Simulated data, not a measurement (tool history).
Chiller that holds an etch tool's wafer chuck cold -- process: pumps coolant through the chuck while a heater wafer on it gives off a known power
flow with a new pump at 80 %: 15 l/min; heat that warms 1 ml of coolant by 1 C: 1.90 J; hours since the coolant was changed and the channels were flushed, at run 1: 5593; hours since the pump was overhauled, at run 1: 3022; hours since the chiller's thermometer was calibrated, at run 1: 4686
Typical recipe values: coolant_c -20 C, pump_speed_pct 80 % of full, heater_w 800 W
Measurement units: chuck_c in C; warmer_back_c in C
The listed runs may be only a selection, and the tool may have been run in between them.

run    hour  coolant_c  pump_speed_pct  heater_w  hours since the coolant was changed and the channels were flushed  hours since the pump was overhauled  hours since the chiller's thermometer was calibrated  chuck_c  warmer_back_c
  1       0        -20              80       800                                                               5593                                 3022                                                  4686    -12.7           1.79
  2     106        -20              80       800                                                               5699                                 3128                                                  4792    -12.8           1.78
  3   212.8        -20              80       800                                                               5806                                 3235                                                  4899    -12.8           1.78
  4   279.6        -20              80       800                                                               5873                                 3302                                                  4966    -12.7            1.8
  5   329.7        -20              80       800                                                               5923                                 3352                                                  5016    -12.7           1.84
  6   378.4        -20              80       800                                                               5972                                 3400                                                  5064    -12.8           1.75
  7   450.6        -20              80       800                                                               6044                                 3473                                                  5137    -12.6           1.86
  8   524.4        -20              80       800                                                               6118                                 3546                                                  5210    -12.7           1.79
  9   631.3        -20              80       800                                                               6224                                 3653                                                  5317    -12.6           1.82
      641.8  -- chiller's thermometer calibrated
 10     719        -20              76       800                                                               6311                                 3740                                                    77    -11.7           1.93
 11   774.5        -20              99       800                                                               6367                                 3795                                                   133    -13.1           1.39
 12   843.1        -20              99       800                                                               6435                                 3864                                                   201    -13.2           1.46
 13   941.1        -20              80       800                                                               6533                                 3962                                                   299    -12.1            1.8
 14  1008.3        -20              89       800                                                               6600                                 4029                                                   367    -12.7            1.6
 15  1063.8        -20              89       800                                                               6656                                 4085                                                   422    -12.8           1.69
 16  1167.6        -20              89       800                                                               6760                                 4189                                                   526    -12.7           1.65
 17  1248.2        -20              89       800                                                               6840                                 4269                                                   606    -12.8           1.65
 18  1328.7        -20              89       800                                                               6921                                 4350                                                   687    -12.7           1.61
 19  1400.9        -15              61       454                                                               6993                                 4422                                                   759     -9.7           1.38
 20  1450.7        -15              61       454                                                               7043                                 4472                                                   809     -9.7            1.4
 21  1556.4        -16              84      1186                                                               7149                                 4577                                                   915     -4.5           2.61
 22  1649.5        -16              84      1186                                                               7242                                 4670                                                  1008     -4.7           2.65
 23  1729.7        -16              84      1186                                                               7322                                 4751                                                  1088     -4.3           2.61
 24  1842.7        -16              84      1186                                                               7435                                 4864                                                  1201     -4.4            2.6
 25  1932.4        -20              80       698                                                               7525                                 4953                                                  1291    -13.1           1.68
 26  1996.1        -20              80       472                                                               7588                                 5017                                                  1354    -15.2           1.05
 27  2056.9        -20              77      1066                                                               7649                                 5078                                                  1415     -9.1           2.64
 28  2113.2        -20              76       512                                                               7705                                 5134                                                  1471    -14.7           1.22
 29  2226.2        -12              63       512                                                               7818                                 5247                                                  1584     -5.9           1.52
 30    2282        -17              93       761                                                               7874                                 5303                                                  1640    -10.2           1.51
 31  2364.2        -12              76       800                                                               7956                                 5385                                                  1722     -3.6           1.99
 32  2447.3        -13              69       461                                                               8039                                 5468                                                  1806     -7.8           1.24

Forecast each of these 3 alternatives for the next run:
  A  2518.1        -22              66       534                                                               8110                                 5539                                                  1876        ?              ?
  B  2518.1        -29              69       433                                                               8110                                 5539                                                  1876        ?              ?
  C  2518.1        -29              69       492                                                               8110                                 5539                                                  1876        ?              ?

run  chuck_c  warmer_back_c
  A      -16           1.54
  B    -24.2           1.23
  C    -23.4           1.35
Without the tool's unlogged condition, the same runs would have read:
run  chuck_c  warmer_back_c
  A    -16.9           1.38
  B    -24.9            1.1
  C    -24.2            1.2

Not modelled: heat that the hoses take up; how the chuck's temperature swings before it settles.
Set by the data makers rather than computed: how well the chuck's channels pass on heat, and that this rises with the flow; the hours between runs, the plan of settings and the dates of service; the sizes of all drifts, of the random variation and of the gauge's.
